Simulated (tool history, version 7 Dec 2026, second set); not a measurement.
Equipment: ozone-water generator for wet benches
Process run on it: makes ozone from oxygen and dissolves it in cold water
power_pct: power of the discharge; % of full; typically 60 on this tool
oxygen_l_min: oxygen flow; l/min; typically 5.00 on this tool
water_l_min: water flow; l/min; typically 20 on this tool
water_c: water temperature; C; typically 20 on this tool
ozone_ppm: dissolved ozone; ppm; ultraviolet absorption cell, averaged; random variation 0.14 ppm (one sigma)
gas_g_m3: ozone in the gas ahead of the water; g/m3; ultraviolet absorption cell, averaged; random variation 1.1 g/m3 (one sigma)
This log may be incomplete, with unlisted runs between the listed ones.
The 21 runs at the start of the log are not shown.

run,hour,power_pct,oxygen_l_min,water_l_min,water_c,hours of work since the electrodes were changed,hours of work since the contactor was cleaned,hours of work since the thermometer was calibrated,ozone_ppm,gas_g_m3
22,2353.1,60,5.00,14,16,5016,345,4370,24.6,194.5
23,2497.5,51,2.80,19,18,5134,463,4489,16.6,252.2
24,2612.3,53,5.05,16,26,5229,557,4583,17.0,175.3
25,2740.2,53,5.05,16,26,5333,662,4688,17.1,178.6
26,2856.2,75,3.12,20,20,5428,757,4783,19.6,303.5
27,2997.1,48,5.00,20,20,5544,872,4898,14.6,168.0
28,3106.8,48,5.00,20,20,5634,962,4988,14.7,167.7
29,3223.5,48,5.00,14,20,5729,1058,5084,20.0,169.2
30,3373.0,60,5.00,17,17,5852,1180,5206,20.5,193.5
31,3519.8,60,5.00,17,17,5972,1301,5326,20.5,193.8
# hour 3575.6: water thermometer calibrated
32,3645.9,60,8.79,20,20,6075,1404,58,15.3,134.9

Here are 4 independent what-if runs from the current tool condition. What would each one return?
A,3741.9,41,8.12,29,20,6154,1482,136,?,?
B,3741.9,50,8.79,20,12,6154,1482,136,?,?
C,3741.9,45,5.00,32,19,6154,1482,136,?,?
D,3741.9,60,8.79,23,20,6154,1482,136,?,?

run,ozone_ppm,gas_g_m3
A,8.7,112.9
B,15.7,120.1
C,8.7,163.3
D,13.6,135.6
Take away the tool's hidden state, keep each run's random variation, and the runs would have read:
run,ozone_ppm,gas_g_m3
A,8.8,112.9
B,15.7,120.2
C,8.7,163.4
D,13.6,135.7
